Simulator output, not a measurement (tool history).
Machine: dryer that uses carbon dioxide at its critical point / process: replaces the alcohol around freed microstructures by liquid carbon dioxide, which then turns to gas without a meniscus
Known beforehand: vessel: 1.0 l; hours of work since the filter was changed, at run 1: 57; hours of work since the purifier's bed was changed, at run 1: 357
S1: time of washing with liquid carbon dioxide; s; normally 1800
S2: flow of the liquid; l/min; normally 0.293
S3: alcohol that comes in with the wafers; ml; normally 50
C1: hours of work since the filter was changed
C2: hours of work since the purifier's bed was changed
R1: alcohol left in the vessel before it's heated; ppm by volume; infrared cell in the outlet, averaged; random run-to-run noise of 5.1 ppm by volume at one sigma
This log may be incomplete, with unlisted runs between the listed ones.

run 1 hour=0 | S1=1800 S2=0.293 S3=50 | C1=57 C2=357 | R1=111
run 2 hour=14.7 | S1=1320 S2=0.293 S3=50 | C1=68 C2=368 | R1=506
run 3 hour=28.6 | S1=1320 S2=0.293 S3=50 | C1=78 C2=378 | R1=517
run 4 hour=45.6 | S1=1860 S2=0.293 S3=50 | C1=90 C2=390 | R1=111
run 5 hour=62.5 | S1=1800 S2=0.293 S3=24 | C1=102 C2=402 | R1=72
run 6 hour=75.6 | S1=1440 S2=0.179 S3=24 | C1=112 C2=412 | R1=1247
run 7 hour=89.2 | S1=1440 S2=0.179 S3=24 | C1=122 C2=422 | R1=1302
run 8 hour=105.5 | S1=1440 S2=0.232 S3=50 | C1=133 C2=434 | R1=1117
run 9 hour=121.9 | S1=1200 S2=0.232 S3=25 | C1=145 C2=445 | R1=1080
run 10 hour=135.4 | S1=2460 S2=0.232 S3=79 | C1=155 C2=455 | R1=154

Each row is a separate what-if for the run after 10, all from the same tool condition, not one after another. Results?
-- hour=138.2 inlet filter changed
run A hour=150 | S1=1380 S2=0.457 S3=25 | C1=8 C2=465 | R1=?
-- hour=138.2 inlet filter changed
run B hour=150 | S1=2460 S2=0.293 S3=50 | C1=8 C2=465 | R1=?
-- hour=138.2 inlet filter changed
run C hour=150 | S1=2520 S2=0.232 S3=52 | C1=8 C2=465 | R1=?
-- hour=138.2 inlet filter changed
run D hour=150 | S1=2460 S2=0.343 S3=43 | C1=8 C2=465 | R1=?
-- hour=138.2 inlet filter changed
run E hour=150 | S1=1620 S2=0.476 S3=48 | C1=8 C2=465 | R1=?

run=A R1=40
run=B R1=33
run=C R1=61
run=D R1=28
run=E R1=29
What these runs would have given with no unlogged condition in the tool:
run=A R1=15
run=B R1=8
run=C R1=35
run=D R1=4
run=E R1=5
